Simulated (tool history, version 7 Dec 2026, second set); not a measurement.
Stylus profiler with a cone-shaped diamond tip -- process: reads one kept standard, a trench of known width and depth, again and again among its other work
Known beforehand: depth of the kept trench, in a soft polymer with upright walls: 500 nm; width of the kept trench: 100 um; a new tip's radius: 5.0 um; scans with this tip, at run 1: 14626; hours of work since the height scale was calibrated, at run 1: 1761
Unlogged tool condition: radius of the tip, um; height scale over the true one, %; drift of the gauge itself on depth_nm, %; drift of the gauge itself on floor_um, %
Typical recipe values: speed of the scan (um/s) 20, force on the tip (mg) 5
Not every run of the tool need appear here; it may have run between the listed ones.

run	day	speed of the scan (um/s)	force on the tip (mg)	scans with this tip	hours of work since the height scale was calibrated	depth of the trench (angstrom)	width of the trench's floor (nm)
1	0	20	5	14626	1761	5165.3	94440
2	1.567	20	5.66	14843	1787	5177	94510
3	2.658	20	5.66	14994	1805	5178.3	94480
4	4.008	20	5	15180	1827	5166.2	94390
# day 4.167: new tip fitted, height scale calibrated
5	5.242	20	5	149	18	5139.9	95680
6	6.7	20	5	350	42	5139.6	95560
7	8.125	7	5	547	66	5140.2	95630
8	9.921	20	5	796	96	5139.3	95490
9	11.421	32	5	1003	121	5138.1	95540
10	13.167	32	5	1244	150	5139.4	95410
11	14.571	32	5	1438	173	5144.1	95420
12	15.7	32	5	1594	192	5143.8	95440
13	17.292	20	3.59	1814	218	5115.4	95460
14	18.162	20	3.59	1934	233	5116.5	95350
15	19.033	20	5	2055	247	5140.6	95390
16	20.154	20	5	2209	266	5141.2	95430
17	21.879	33	5	2448	295	5140.7	95350
18	23.025	33	5	2606	314	5144.5	95350
19	23.892	20	5	2726	328	5138.6	95370
20	25.075	55	5	2889	348	5143.1	95250
21	26.158	55	5	3039	366	5145.2	95270
22	27.758	55	5	3260	392	5144.5	95220
23	29.358	22	5.3	3481	419	5149.7	95310
24	30.488	26	10.62	3638	438	5235.9	95390
25	31.388	79	10.11	3762	453	5230.3	95180
26	32.896	26	3.14	3970	478	5107.4	95160
27	34.171	12	3.9	4146	499	5126.4	95260
28	35.292	20	4.75	4301	518	5143.3	95260
# day 35.471: height scale calibrated on a step standard
29	36.5	20	4.75	4465	17	5149.1	95230
30	37.783	42	4.56	4642	38	5143.7	95150
31	38.525	42	4.56	4745	51	5146	95120
32	39.267	21	7.44	4847	63	5194.7	95220
33	40.125	20	3.48	4966	77	5123.3	95190
34	40.95	20	7.32	5080	91	5193.9	95120
35	41.992	20	7.32	5224	108	5194.9	95110
36	42.75	20	7.32	5329	121	5191.4	95120
# day 44.133: height scale calibrated on a step standard, once more
37	44.133	20	7.32	5517	0	5181	95170
38	44.946	20	7.32	5629	14	5178.8	95110
39	45.921	20	7.32	5764	30	5181.3	95150
40	47.383	20	7.32	5966	54	5181.5	95090
41	48.254	56	9.93	6086	69	5220.6	95060
42	49.708	56	9.93	6288	93	5220.9	95080

For each run, the measured value with the value that run would have given without the tool's hidden condition subtracted. The run-to-run variation is shared by both, the gauge scatter possibly not:
run	depth of the trench (angstrom)	width of the trench's floor (nm)
1	+27.8	-1110
2	+28.3	-1120
3	+28.5	-1140
4	+28.8	-1150
5	+0.5	+10
6	+0.9	-20
7	+1.3	-30
8	+1.6	-60
9	+2	-70
10	+2.5	-90
11	+2.9	-110
12	+3.1	-120
13	+3.6	-150
14	+3.8	-160
15	+4	-170
16	+4.3	-170
17	+4.7	-200
18	+5.1	-220
19	+5.2	-220
20	+5.6	-230
21	+5.8	-250
22	+6.2	-270
23	+6.6	-280
24	+7.1	-300
25	+7.3	-310
26	+7.5	-330
27	+7.8	-340
28	+8.1	-360
29	+13.9	-370
30	+14.2	-390
31	+14.4	-390
32	+14.8	-400
33	+14.8	-420
34	+15.2	-420
35	+15.5	-430
36	+15.7	-440
37	+0.9	-460
38	+1.1	-470
39	+1.4	-480
40	+1.7	-500
41	+2	-500
42	+2.4	-530
